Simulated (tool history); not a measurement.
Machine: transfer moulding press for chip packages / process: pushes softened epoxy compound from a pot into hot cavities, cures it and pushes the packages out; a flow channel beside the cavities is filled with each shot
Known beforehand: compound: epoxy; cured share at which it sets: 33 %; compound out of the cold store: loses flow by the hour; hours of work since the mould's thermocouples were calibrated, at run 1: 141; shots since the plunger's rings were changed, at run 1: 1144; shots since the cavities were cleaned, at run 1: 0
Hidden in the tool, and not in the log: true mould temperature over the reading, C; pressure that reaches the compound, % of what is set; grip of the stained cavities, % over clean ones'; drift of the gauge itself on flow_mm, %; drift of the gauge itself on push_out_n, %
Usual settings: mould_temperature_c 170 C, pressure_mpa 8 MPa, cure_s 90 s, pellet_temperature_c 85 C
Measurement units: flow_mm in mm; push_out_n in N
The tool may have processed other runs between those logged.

run,hour,mould_temperature_c,pressure_mpa,cure_s,pellet_temperature_c,hours of work since the mould's thermocouples were calibrated,shots since the plunger's rings were changed,shots since the cavities were cleaned,incoming compound's hours out of the cold store,flow_mm,push_out_n
1,0,170,8,90,85,141,1144,0,20.2,877,406
2,12.3,170,8,90,85,147,1266,122,45.5,768,473
3,24,170,8,103,85,152,1382,238,44.5,766,445
4,38.5,170,8,103,85,159,1527,383,20.2,864,500
5,55.7,170,8,103,85,167,1697,553,36.3,789,528
# hour 66.8: cavities cleaned with cleaning compound and waxed
6,69.7,170,8,103,85,173,1822,29,23.2,847,611
7,84,170,8,90,94,179,1964,171,12,894,765
8,97.9,170,8,90,94,186,2102,309,19.1,864,735
9,108.4,170,9.39,90,85,191,2207,414,20.6,934,782
10,118.3,170,8,119,85,195,2305,512,25.1,836,632
# hour 134.1: cavities cleaned with cleaning compound and waxed
11,138,170,8,119,85,204,2485,38,34.8,795,350
12,154.9,170,8,90,85,212,2653,206,37.3,782,480
# hour 161.7: cavities cleaned with cleaning compound and waxed, once more
13,167.8,170,8,90,85,217,2766,60,13.1,889,461
14,176.3,177,8,90,85,221,2852,146,31.6,779,395
15,190.4,168,8,90,86,227,2991,285,25.9,838,606
16,203.2,168,8,90,86,233,3118,412,43.7,766,633
17,217.9,170,8.09,94,76,240,3264,558,18.2,857,624
# hour 228.9: cavities cleaned with cleaning compound and waxed
18,236.4,170,7.8,90,85,248,3434,75,35,778,446
19,245,170,7.8,90,85,252,3519,160,32.8,783,499
20,257.2,171,6.52,110,86,258,3640,281,18.7,764,437
21,267.1,167,8,90,82,262,3738,379,37.2,783,682
# hour 282.3: plunger's sealing rings changed
22,287.8,172,8,90,85,271,55,560,25.4,846,567
# hour 297.7: cavities cleaned with cleaning compound and waxed
23,305.6,172,8,90,83,278,217,78,17.9,880,418
24,326.1,175,8,112,81,288,420,281,10.2,901,435
25,339.9,162,6.94,90,85,294,557,418,38.2,772,974
26,357.8,171,7.85,88,78,303,736,597,9.6,912,671
# hour 364.3: cavities cleaned with cleaning compound and waxed
27,368.2,164,7.85,88,77,307,824,38,42.2,794,669
28,388.6,164,7.85,88,77,316,1027,241,34.7,826,847

What differs in the tool's unlogged condition from the final listed run ahead of each entry between runs to the first listed run following it?
In the gap between runs 5 and 6: cavities cleaned with cleaning compound and waxed (hour 66.8)
  true mould temperature over the reading, C: 0.12 -> 0.14; pressure that reaches the compound, % of what is set: 96.04 -> 95.75; grip of the stained cavities, % over clean ones': 55.3 -> 72
  what was measured, less what the result would be without the hidden state, flow_mm: -16 -> -19 mm; push_out_n: +187 -> +255 N
In the gap between runs 10 and 11: cavities cleaned with cleaning compound and waxed (hour 134.1)
  true mould temperature over the reading, C: 0.19 -> 0.21; pressure that reaches the compound, % of what is set: 94.68 -> 94.29; grip of the stained cavities, % over clean ones': 89.2 -> 7.7
  what was measured, less what the result would be without the hidden state, flow_mm: -24 -> -25 mm; push_out_n: +299 -> +25 N
In the gap between runs 12 and 13: cavities cleaned with cleaning compound and waxed, once more (hour 161.7)
  true mould temperature over the reading, C: 0.23 -> 0.24; pressure that reaches the compound, % of what is set: 93.92 -> 93.67; grip of the stained cavities, % over clean ones': 26.4 -> 9.7
  what was measured, less what the result would be without the hidden state, flow_mm: -26 -> -31 mm; push_out_n: +96 -> +35 N
In the gap between runs 17 and 18: cavities cleaned with cleaning compound and waxed (hour 228.9)
  true mould temperature over the reading, C: 0.29 -> 0.31; pressure that reaches the compound, % of what is set: 92.57 -> 92.24; grip of the stained cavities, % over clean ones': 55.3 -> 10.1
  what was measured, less what the result would be without the hidden state, flow_mm: -36 -> -33 mm; push_out_n: +213 -> +35 N
In the gap between runs 21 and 22: plunger's sealing rings changed (hour 282.3)
  true mould temperature over the reading, C: 0.34 -> 0.36; pressure that reaches the compound, % of what is set: 91.64 -> 99.37; grip of the stained cavities, % over clean ones': 41.9 -> 56
  what was measured, less what the result would be without the hidden state, flow_mm: -36 -> -4 mm; push_out_n: +190 -> +198 N
In the gap between runs 22 and 23: cavities cleaned with cleaning compound and waxed (hour 297.7)
  true mould temperature over the reading, C: 0.36 -> 0.38; pressure that reaches the compound, % of what is set: 99.37 -> 99.01; grip of the stained cavities, % over clean ones': 56 -> 11.5
  what was measured, less what the result would be without the hidden state, flow_mm: -4 -> -6 mm; push_out_n: +198 -> +37 N
In the gap between runs 26 and 27: cavities cleaned with cleaning compound and waxed (hour 364.3)
  true mould temperature over the reading, C: 0.44 -> 0.45; pressure that reaches the compound, % of what is set: 97.9 -> 97.7; grip of the stained cavities, % over clean ones': 58.6 -> 6.8
  what was measured, less what the result would be without the hidden state, flow_mm: -11 -> -11 mm; push_out_n: +234 -> +20 N

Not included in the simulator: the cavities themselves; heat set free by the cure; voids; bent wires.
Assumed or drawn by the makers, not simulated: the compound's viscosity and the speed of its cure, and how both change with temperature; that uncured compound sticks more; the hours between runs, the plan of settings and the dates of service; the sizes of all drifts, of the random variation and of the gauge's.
